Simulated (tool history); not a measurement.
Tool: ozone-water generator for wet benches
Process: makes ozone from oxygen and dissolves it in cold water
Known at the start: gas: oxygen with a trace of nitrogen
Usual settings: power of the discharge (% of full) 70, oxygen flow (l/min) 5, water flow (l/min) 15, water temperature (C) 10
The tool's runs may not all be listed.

run,hour,power of the discharge (% of full),oxygen flow (l/min),water flow (l/min),water temperature (C),dissolved ozone (ppm),ozone in the gas ahead of the water (g/m3)
1,0,70,5,15,10,30.5,200.6
2,140.4,70,5,15,10,30.4,201.1
3,274.3,70,8.92,15,10,31.8,157.7
# hour 375.4: contactor cleaned
4,451.3,70,8.92,15,10,31.6,157.3
5,544.3,70,8.92,17,10,28.9,158.1
6,720.4,70,8.92,17,10,28.6,157.4
7,888.6,63,8.92,17,10,27,146.7
8,964.9,63,8.92,17,10,27.1,148.1
# hour 1021.5: contactor cleaned, once more
9,1149.8,100,8.92,17,10,37.4,197.3
10,1273.4,70,5,15,10,30.9,197.3
11,1358,70,5,15,10,30.7,196.3
12,1463.9,70,5,15,10,30.5,198.4
13,1601.7,70,5,15,10,30.3,196
# hour 1636.1: water thermometer calibrated
14,1752.3,70,5,14,10,32.1,197.3
15,1885.7,70,5,14,10,32.1,195.8
16,1980.3,70,5,15,10,30.4,196
17,2157.9,70,5,21,10,23.5,194.7
18,2267.5,70,2.61,22,5,19.1,253
19,2401.6,82,3.54,13,12,34.2,247
20,2515.9,70,5,15,8,31.2,195.6
21,2613.8,70,5,15,8,31,193.9
22,2764.8,50,5.76,12,11,28.5,147.5
23,2945.3,70,7.86,15,7,33,161
24,3049.6,70,7.86,15,7,32.9,159.5
25,3132.7,70,6.81,15,7,32.7,172.1

The next listed run, before its measurement:
26,3236.9,70,6.81,15,7,?,?

dissolved ozone (ppm): 32.7
ozone in the gas ahead of the water (g/m3): 170.3
Without the tool's hidden state the same run would have given dissolved ozone (ppm) 35.6, ozone in the gas ahead of the water (g/m3) 184.8.

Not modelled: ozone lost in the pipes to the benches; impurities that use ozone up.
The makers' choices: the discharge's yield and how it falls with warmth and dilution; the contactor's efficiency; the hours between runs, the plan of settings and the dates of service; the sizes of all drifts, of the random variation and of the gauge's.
